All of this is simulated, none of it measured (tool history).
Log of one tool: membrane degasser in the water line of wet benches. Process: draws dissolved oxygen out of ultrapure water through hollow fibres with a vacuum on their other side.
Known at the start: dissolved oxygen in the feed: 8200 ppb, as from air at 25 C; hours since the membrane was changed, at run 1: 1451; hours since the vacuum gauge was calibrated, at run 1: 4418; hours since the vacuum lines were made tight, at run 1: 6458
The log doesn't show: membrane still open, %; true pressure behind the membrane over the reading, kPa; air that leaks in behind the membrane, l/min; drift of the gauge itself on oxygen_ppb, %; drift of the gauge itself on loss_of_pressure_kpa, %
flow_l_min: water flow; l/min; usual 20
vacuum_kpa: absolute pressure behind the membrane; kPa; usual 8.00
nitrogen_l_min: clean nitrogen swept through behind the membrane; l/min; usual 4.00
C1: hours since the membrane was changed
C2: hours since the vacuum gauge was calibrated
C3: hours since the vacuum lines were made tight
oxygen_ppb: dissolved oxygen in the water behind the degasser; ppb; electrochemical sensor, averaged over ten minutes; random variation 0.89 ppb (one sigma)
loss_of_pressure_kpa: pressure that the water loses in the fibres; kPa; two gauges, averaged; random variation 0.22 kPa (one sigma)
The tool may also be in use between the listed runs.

{"run": 1, "day": 0.0, "flow_l_min": 20, "vacuum_kpa": 8.0, "nitrogen_l_min": 4.0, "C1": 1451, "C2": 4418, "C3": 6458, "oxygen_ppb": 83.2, "loss_of_pressure_kpa": 51.87}
{"run": 2, "day": 4.904, "flow_l_min": 20, "vacuum_kpa": 8.0, "nitrogen_l_min": 4.0, "C1": 1569, "C2": 4536, "C3": 6576, "oxygen_ppb": 82.6, "loss_of_pressure_kpa": 52.2}
{"run": 3, "day": 10.104, "flow_l_min": 20, "vacuum_kpa": 8.0, "nitrogen_l_min": 4.0, "C1": 1693, "C2": 4661, "C3": 6700, "oxygen_ppb": 83.0, "loss_of_pressure_kpa": 52.31}
{"run": 4, "day": 12.508, "flow_l_min": 20, "vacuum_kpa": 8.0, "nitrogen_l_min": 4.0, "C1": 1751, "C2": 4718, "C3": 6758, "oxygen_ppb": 83.1, "loss_of_pressure_kpa": 52.04}
{"run": 5, "day": 17.362, "flow_l_min": 20, "vacuum_kpa": 8.0, "nitrogen_l_min": 4.0, "C1": 1868, "C2": 4835, "C3": 6875, "oxygen_ppb": 83.1, "loss_of_pressure_kpa": 52.66}
{"run": 6, "day": 21.688, "flow_l_min": 20, "vacuum_kpa": 8.0, "nitrogen_l_min": 4.0, "C1": 1971, "C2": 4938, "C3": 6978, "oxygen_ppb": 82.8, "loss_of_pressure_kpa": 52.78}
{"day": 26.208, "done": "vacuum gauge calibrated"}
{"run": 7, "day": 26.246, "flow_l_min": 18, "vacuum_kpa": 8.0, "nitrogen_l_min": 4.0, "C1": 2080, "C2": 1, "C3": 7087, "oxygen_ppb": 68.2, "loss_of_pressure_kpa": 47.39}
{"run": 8, "day": 31.788, "flow_l_min": 18, "vacuum_kpa": 8.0, "nitrogen_l_min": 4.0, "C1": 2213, "C2": 134, "C3": 7220, "oxygen_ppb": 68.9, "loss_of_pressure_kpa": 47.37}
{"run": 9, "day": 35.175, "flow_l_min": 18, "vacuum_kpa": 8.0, "nitrogen_l_min": 4.69, "C1": 2295, "C2": 215, "C3": 7302, "oxygen_ppb": 59.8, "loss_of_pressure_kpa": 47.49}
{"run": 10, "day": 40.579, "flow_l_min": 31, "vacuum_kpa": 4.89, "nitrogen_l_min": 1.89, "C1": 2424, "C2": 345, "C3": 7431, "oxygen_ppb": 188.6, "loss_of_pressure_kpa": 81.77}
{"run": 11, "day": 45.046, "flow_l_min": 31, "vacuum_kpa": 4.89, "nitrogen_l_min": 1.89, "C1": 2532, "C2": 452, "C3": 7539, "oxygen_ppb": 185.8, "loss_of_pressure_kpa": 81.81}
{"run": 12, "day": 47.538, "flow_l_min": 31, "vacuum_kpa": 4.89, "nitrogen_l_min": 1.89, "C1": 2591, "C2": 512, "C3": 7598, "oxygen_ppb": 188.2, "loss_of_pressure_kpa": 82.12}
{"run": 13, "day": 50.525, "flow_l_min": 32, "vacuum_kpa": 4.84, "nitrogen_l_min": 4.17, "C1": 2663, "C2": 584, "C3": 7670, "oxygen_ppb": 167.6, "loss_of_pressure_kpa": 85.18}
{"run": 14, "day": 55.512, "flow_l_min": 14, "vacuum_kpa": 10.47, "nitrogen_l_min": 11.21, "C1": 2783, "C2": 703, "C3": 7790, "oxygen_ppb": 25.9, "loss_of_pressure_kpa": 37.17}
{"run": 15, "day": 60.246, "flow_l_min": 20, "vacuum_kpa": 15.88, "nitrogen_l_min": 4.04, "C1": 2896, "C2": 817, "C3": 7903, "oxygen_ppb": 176.4, "loss_of_pressure_kpa": 53.09}
{"run": 16, "day": 65.175, "flow_l_min": 19, "vacuum_kpa": 11.73, "nitrogen_l_min": 5.44, "C1": 3015, "C2": 935, "C3": 8022, "oxygen_ppb": 92.4, "loss_of_pressure_kpa": 50.65}
{"run": 17, "day": 70.033, "flow_l_min": 19, "vacuum_kpa": 11.73, "nitrogen_l_min": 5.44, "C1": 3131, "C2": 1052, "C3": 8138, "oxygen_ppb": 92.0, "loss_of_pressure_kpa": 50.78}

3 ways to go on from here, each from the tool as it stands after run 17. What would each give?
{"day": 71.808, "done": "seals of the vacuum lines changed"}
{"run": "A", "day": 73.954, "flow_l_min": 19, "vacuum_kpa": 8.23, "nitrogen_l_min": 5.44, "C1": 3223, "C2": 1144, "C3": 51, "oxygen_ppb": "?", "loss_of_pressure_kpa": "?"}
{"day": 71.808, "done": "seals of the vacuum lines changed"}
{"run": "B", "day": 73.954, "flow_l_min": 28, "vacuum_kpa": 5.25, "nitrogen_l_min": 4.0, "C1": 3223, "C2": 1144, "C3": 51, "oxygen_ppb": "?", "loss_of_pressure_kpa": "?"}
{"day": 71.808, "done": "seals of the vacuum lines changed"}
{"run": "C", "day": 73.954, "flow_l_min": 19, "vacuum_kpa": 8.64, "nitrogen_l_min": 11.43, "C1": 3223, "C2": 1144, "C3": 51, "oxygen_ppb": "?", "loss_of_pressure_kpa": "?"}

run=A oxygen_ppb=63.7 loss_of_pressure_kpa=50.80
run=B oxygen_ppb=123.5 loss_of_pressure_kpa=74.94
run=C oxygen_ppb=43.1 loss_of_pressure_kpa=50.76
Without the tool's hidden state the same runs would have given:
run=A oxygen_ppb=63.7 loss_of_pressure_kpa=49.61
run=B oxygen_ppb=123.3 loss_of_pressure_kpa=73.18
run=C oxygen_ppb=43.0 loss_of_pressure_kpa=49.57
